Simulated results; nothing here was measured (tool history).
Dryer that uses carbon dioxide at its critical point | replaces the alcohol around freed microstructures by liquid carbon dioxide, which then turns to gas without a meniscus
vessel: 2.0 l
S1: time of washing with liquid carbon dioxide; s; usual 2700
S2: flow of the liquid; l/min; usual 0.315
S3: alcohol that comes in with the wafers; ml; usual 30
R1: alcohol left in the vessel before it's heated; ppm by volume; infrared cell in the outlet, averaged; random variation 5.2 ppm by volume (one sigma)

| run | hour | S1 | S2 | S3 | R1 |
|---|---|---|---|---|---|
| 1 | 0.0 | 2700 | 0.315 | 30 | 164 |
| 2 | 47.6 | 2700 | 0.315 | 30 | 108 |
| 3 | 87.7 | 2700 | 0.315 | 30 | 131 |
| 4 | 111.7 | 2700 | 0.315 | 87 | 374 |
| 5 | 135.1 | 2700 | 0.315 | 87 | 394 |
| 6 | 171.9 | 2700 | 0.315 | 107 | 548 |
| 7 | 203.8 | 2700 | 0.315 | 107 | 641 |
| 8 | 240.0 | 2700 | 0.315 | 107 | 725 |
| 9 | 279.4 | 2700 | 0.315 | 107 | 360 |
| 10 | 313.3 | 3840 | 0.315 | 30 | 64 |
| 11 | 337.0 | 3840 | 0.315 | 30 | 82 |
| 12 | 365.4 | 3840 | 0.315 | 30 | 92 |
| 13 | 392.7 | 3840 | 0.315 | 30 | 101 |
| 14 | 429.9 | 3840 | 0.315 | 30 | 100 |
| 15 | 451.7 | 3840 | 0.315 | 30 | 106 |
| 16 | 476.0 | 3840 | 0.315 | 30 | 120 |
| 17 | 510.7 | 3840 | 0.315 | 30 | 97 |
| 18 | 549.3 | 2700 | 0.315 | 79 | 353 |
| 19 | 570.2 | 2700 | 0.220 | 30 | 624 |
| 20 | 607.5 | 2700 | 0.315 | 30 | 220 |
| 21 | 653.5 | 2700 | 0.315 | 30 | 266 |
| 22 | 677.7 | 2700 | 0.315 | 30 | 286 |
| 23 | 726.3 | 2700 | 0.315 | 30 | 307 |
| 24 | 754.4 | 2700 | 0.315 | 30 | 207 |
| 25 | 803.4 | 3420 | 0.518 | 115 | 138 |
| 26 | 837.0 | 3420 | 0.518 | 80 | 140 |
| 27 | 868.1 | 3420 | 0.230 | 80 | 698 |
| 28 | 902.6 | 3420 | 0.391 | 49 | 159 |
| 29 | 935.7 | 3420 | 0.298 | 84 | 363 |
| 30 | 975.0 | 3420 | 0.298 | 84 | 253 |
| 31 | 1004.7 | 2700 | 0.312 | 30 | 266 |
| 32 | 1056.1 | 2700 | 0.312 | 30 | 303 |
| 33 | 1085.5 | 2520 | 0.271 | 30 | 515 |
| 34 | 1129.6 | 2520 | 0.271 | 30 | 404 |
| 35 | 1158.1 | 2520 | 0.271 | 30 | 455 |
| 36 | 1199.7 | 4260 | 0.210 | 31 | 210 |
| 37 | 1232.7 | 1680 | 0.370 | 30 | 347 |
| 38 | 1270.4 | 1680 | 0.370 | 30 | 400 |
| 39 | 1311.2 | 3480 | 0.479 | 82 | 37 |
| 40 | 1359.4 | 2220 | 0.315 | 55 | 663 |
| 41 | 1406.7 | 3480 | 0.277 | 30 | 157 |
| 42 | 1455.0 | 3900 | 0.313 | 69 | 77 |
| 43 | 1491.4 | 2700 | 0.445 | 57 | 91 |
| 44 | 1513.6 | 2700 | 0.445 | 57 | 94 |
| 45 | 1541.6 | 2100 | 0.445 | 48 | 165 |
| 46 | 1590.8 | 3240 | 0.531 | 26 | 82 |
| 47 | 1614.4 | 3300 | 0.528 | 35 | 78 |

Taken out of this log: 8 entries between the listed runs. Where each belongs, and how the hidden state differs across it:
Between runs 1 and 2: inlet filter changed (hour 27.1)
  flow that reaches the vessel past the clogged filter, %: 86.9 -> 98; alcohol in the recycled carbon dioxide, ppm: 13.2 -> 20.7
  measured less the result without the state, R1: +83 -> +25 ppm by volume
Between runs 8 and 9: inlet filter changed (hour 261.9)
  flow that reaches the vessel past the clogged filter, %: 83 -> 98.3; alcohol in the recycled carbon dioxide, ppm: 50.6 -> 56.2
  measured less the result without the state, R1: +442 -> +77 ppm by volume
Between runs 16 and 17: inlet filter changed (hour 496.6)
  flow that reaches the vessel past the clogged filter, %: 82.8 -> 98.5; alcohol in the recycled carbon dioxide, ppm: 85.9 -> 91.4
  measured less the result without the state, R1: +104 -> +86 ppm by volume
Between runs 23 and 24: inlet filter changed (hour 734.3)
  flow that reaches the vessel past the clogged filter, %: 82.9 -> 98.1; alcohol in the recycled carbon dioxide, ppm: 122.6 -> 126.7
  measured less the result without the state, R1: +228 -> +129 ppm by volume
Between runs 29 and 30: inlet filter changed (hour 969.0)
  flow that reaches the vessel past the clogged filter, %: 84.8 -> 99.2; alcohol in the recycled carbon dioxide, ppm: 154.1 -> 159.5
  measured less the result without the state, R1: +280 -> +158 ppm by volume
Between runs 33 and 34: purifier's bed changed (hour 1119.6)
  flow that reaches the vessel past the clogged filter, %: 90.8 -> 87.5; alcohol in the recycled carbon dioxide, ppm: 177.2 -> 6.9
  measured less the result without the state, R1: +279 -> +161 ppm by volume
Between runs 36 and 37: inlet filter changed (hour 1206.9)
  flow that reaches the vessel past the clogged filter, %: 82.2 -> 98.1; alcohol in the recycled carbon dioxide, ppm: 18.7 -> 24.3
  measured less the result without the state, R1: +133 -> +42 ppm by volume
Between runs 41 and 42: inlet filter changed (hour 1444.0)
  flow that reaches the vessel past the clogged filter, %: 84.3 -> 98.9; alcohol in the recycled carbon dioxide, ppm: 50.5 -> 57.3
  measured less the result without the state, R1: +106 -> +53 ppm by volume
